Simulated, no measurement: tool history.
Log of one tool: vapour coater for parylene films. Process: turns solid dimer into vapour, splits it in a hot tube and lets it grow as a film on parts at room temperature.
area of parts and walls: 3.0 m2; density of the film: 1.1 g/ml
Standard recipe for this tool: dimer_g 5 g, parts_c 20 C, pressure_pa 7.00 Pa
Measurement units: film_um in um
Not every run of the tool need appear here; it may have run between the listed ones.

| run | day | dimer_g | parts_c | pressure_pa | film_um |
|---|---|---|---|---|---|
| 1 | 0.000 | 5 | 20 | 7.00 | 1.014 |
| 2 | 0.346 | 5 | 30 | 7.00 | 0.793 |
| 3 | 1.025 | 5 | 30 | 7.00 | 0.782 |
| 4 | 1.454 | 5 | 30 | 7.00 | 0.780 |
| 5 | 2.238 | 5 | 30 | 7.00 | 0.777 |
| 6 | 2.558 | 5 | 30 | 7.00 | 0.787 |
| 7 | 3.042 | 5 | 30 | 7.00 | 0.784 |
| 8 | 3.779 | 5 | 20 | 7.00 | 0.998 |
| 9 | 4.392 | 5 | 15 | 7.00 | 1.140 |
| 10 | 4.908 | 5 | 20 | 7.00 | 1.004 |
| 11 | 5.354 | 5 | 20 | 7.00 | 1.003 |
| 12 | 5.950 | 5 | 20 | 7.00 | 0.997 |
| 13 | 6.729 | 5 | 20 | 7.00 | 1.000 |
| 14 | 7.483 | 5 | 20 | 7.00 | 1.000 |
| 15 | 8.179 | 5 | 20 | 7.00 | 0.985 |
| 16 | 8.529 | 5 | 20 | 7.00 | 0.994 |
| 17 | 8.954 | 2 | 20 | 7.00 | 0.391 |
| 18 | 9.725 | 2 | 20 | 7.00 | 0.399 |
| 19 | 10.225 | 5 | 13 | 7.00 | 1.191 |
| 20 | 10.662 | 5 | 17 | 7.00 | 1.077 |
| 21 | 11.208 | 8 | 14 | 7.00 | 1.850 |
| 22 | 11.950 | 8 | 14 | 10.06 | 1.778 |
| 23 | 12.646 | 4 | 20 | 5.58 | 0.809 |
| 24 | 13.300 | 7 | 20 | 2.07 | 1.588 |
| 25 | 14.021 | 3 | 17 | 2.35 | 0.718 |
| 26 | 14.746 | 5 | 16 | 5.86 | 1.117 |
| 27 | 15.404 | 8 | 13 | 8.88 | 1.837 |
| 28 | 16.079 | 8 | 13 | 8.88 | 1.839 |
| 29 | 16.592 | 3 | 19 | 2.29 | 0.691 |
| 30 | 17.154 | 3 | 19 | 2.29 | 0.684 |
| 31 | 17.546 | 2 | 19 | 9.48 | 0.385 |
| 32 | 18.208 | 2 | 19 | 9.48 | 0.384 |
| 33 | 18.675 | 3 | 20 | 5.41 | 0.608 |

The logged runs with the hidden state left out (each run's random variation unchanged):
Unlogged tool condition in this case: vapour lost through the trap's worn valve, %; true temperature of the parts over the reading, C; drift of the gauge itself on film_um, %.
| run | film_um |
|---|---|
| 1 | 1.014 |
| 2 | 0.793 |
| 3 | 0.783 |
| 4 | 0.781 |
| 5 | 0.779 |
| 6 | 0.790 |
| 7 | 0.788 |
| 8 | 1.004 |
| 9 | 1.147 |
| 10 | 1.011 |
| 11 | 1.011 |
| 12 | 1.006 |
| 13 | 1.009 |
| 14 | 1.011 |
| 15 | 0.997 |
| 16 | 1.006 |
| 17 | 0.396 |
| 18 | 0.404 |
| 19 | 1.208 |
| 20 | 1.093 |
| 21 | 1.878 |
| 22 | 1.807 |
| 23 | 0.823 |
| 24 | 1.617 |
| 25 | 0.732 |
| 26 | 1.139 |
| 27 | 1.876 |
| 28 | 1.880 |
| 29 | 0.707 |
| 30 | 0.700 |
| 31 | 0.394 |
| 32 | 0.394 |
| 33 | 0.623 |
